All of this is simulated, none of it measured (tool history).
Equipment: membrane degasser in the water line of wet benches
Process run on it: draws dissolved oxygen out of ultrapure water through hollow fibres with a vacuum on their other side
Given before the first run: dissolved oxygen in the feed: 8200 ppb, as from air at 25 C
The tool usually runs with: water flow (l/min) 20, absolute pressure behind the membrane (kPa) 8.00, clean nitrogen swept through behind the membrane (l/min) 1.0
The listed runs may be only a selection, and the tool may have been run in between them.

run	hour	water flow (l/min)	absolute pressure behind the membrane (kPa)	clean nitrogen swept through behind the membrane (l/min)	dissolved oxygen in the water behind the degasser (ppb)	pressure that the water loses in the fibres (kPa)
1	0.0	20	8.00	1.0	221.9	54.24
2	73.2	20	8.00	1.0	220.9	53.92
3	127.7	20	8.00	1.0	223.5	54.25
4	204.8	20	8.00	1.0	218.7	54.45
5	277.0	20	8.00	1.0	223.4	54.13
6	325.8	20	12.76	1.0	415.4	54.04
7	388.5	20	11.13	1.0	355.0	54.19
8	455.6	20	11.13	1.0	355.8	53.87
9	526.3	20	11.13	1.0	356.0	54.17
10	565.2	20	11.13	1.0	354.9	54.19
11	601.2	20	8.00	1.0	224.4	54.66
12	686.2	20	8.00	1.0	225.9	54.35
13	763.3	20	8.00	1.0	220.9	54.22
14	835.7	20	19.16	1.0	679.4	54.01
15	899.5	20	8.00	1.0	223.3	54.23

Predict the results of run 16:
16	974.5	20	8.00	0.6	?	?

dissolved oxygen in the water behind the degasser (ppb): 334.6
pressure that the water loses in the fibres (kPa): 54.43
Without the tool's hidden state the same run would have given dissolved oxygen in the water behind the degasser (ppb) 326.8, pressure that the water loses in the fibres (kPa) 54.05.

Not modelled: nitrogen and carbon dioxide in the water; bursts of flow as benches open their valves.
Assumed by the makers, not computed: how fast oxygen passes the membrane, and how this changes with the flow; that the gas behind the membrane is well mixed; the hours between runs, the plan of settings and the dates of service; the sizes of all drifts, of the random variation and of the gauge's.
